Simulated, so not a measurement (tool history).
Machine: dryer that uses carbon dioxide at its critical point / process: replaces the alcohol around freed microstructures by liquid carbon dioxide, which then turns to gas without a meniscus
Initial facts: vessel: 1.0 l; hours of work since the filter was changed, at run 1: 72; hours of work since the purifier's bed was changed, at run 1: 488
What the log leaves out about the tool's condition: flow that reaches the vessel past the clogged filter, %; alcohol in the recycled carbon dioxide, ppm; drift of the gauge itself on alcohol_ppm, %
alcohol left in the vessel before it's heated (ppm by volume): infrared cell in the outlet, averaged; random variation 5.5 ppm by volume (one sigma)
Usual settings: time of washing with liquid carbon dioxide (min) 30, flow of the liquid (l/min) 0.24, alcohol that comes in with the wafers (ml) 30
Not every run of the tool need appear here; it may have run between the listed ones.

run   hour  time of washing with liquid carbon dioxide (min)  flow of the liquid (l/min)  alcohol that comes in with the wafers (ml)  hours of work since the filter was changed  hours of work since the purifier's bed was changed  alcohol left in the vessel before it's heated (ppm by volume)
  1      0                                                30                        0.24                                          30                                          72                                                 488                                                            202
  2     60                                                30                        0.24                                          30                                         104                                                 521                                                            209
  3  108.4                                                20                        0.24                                          30                                         130                                                 547                                                            947
  4    135                                                30                        0.24                                          30                                         144                                                 561                                                            216
  5  178.2                                                30                        0.24                                          48                                         168                                                 584                                                            316
  6  216.8                                                34                       0.312                                          45                                         188                                                 605                                                             91
  7    263                                                25                       0.155                                          30                                         213                                                 630                                                           1782
  8  309.6                                                25                       0.155                                          30                                         238                                                 655                                                           1835
  9  343.7                                                25                       0.297                                          30                                         257                                                 673                                                            219
 10  389.1                                                48                        0.24                                          30                                         281                                                 698                                                             90

Predict each of these 5 candidate next runs independently; none follows another, all start after run 10:
  A  439.9                                                24                       0.295                                          30                                         308                                                 725                                                              ?
  B  439.9                                                25                        0.24                                          30                                         308                                                 725                                                              ?
  C  439.9                                                48                        0.24                                          29                                         308                                                 725                                                              ?
  D  439.9                                                30                        0.24                                         108                                         308                                                 725                                                              ?
  E  439.9                                                43                       0.235                                          30                                         308                                                 725                                                              ?

run  alcohol left in the vessel before it's heated (ppm by volume)
  A                                                            282
  B                                                            492
  C                                                             85
  D                                                            731
  E                                                            103
The same runs, with their run-to-run variation unchanged, on a tool lacking any hidden condition would have given:
run  alcohol left in the vessel before it's heated (ppm by volume)
  A                                                            170
  B                                                            345
  C                                                             13
  D                                                            519
  E                                                             24
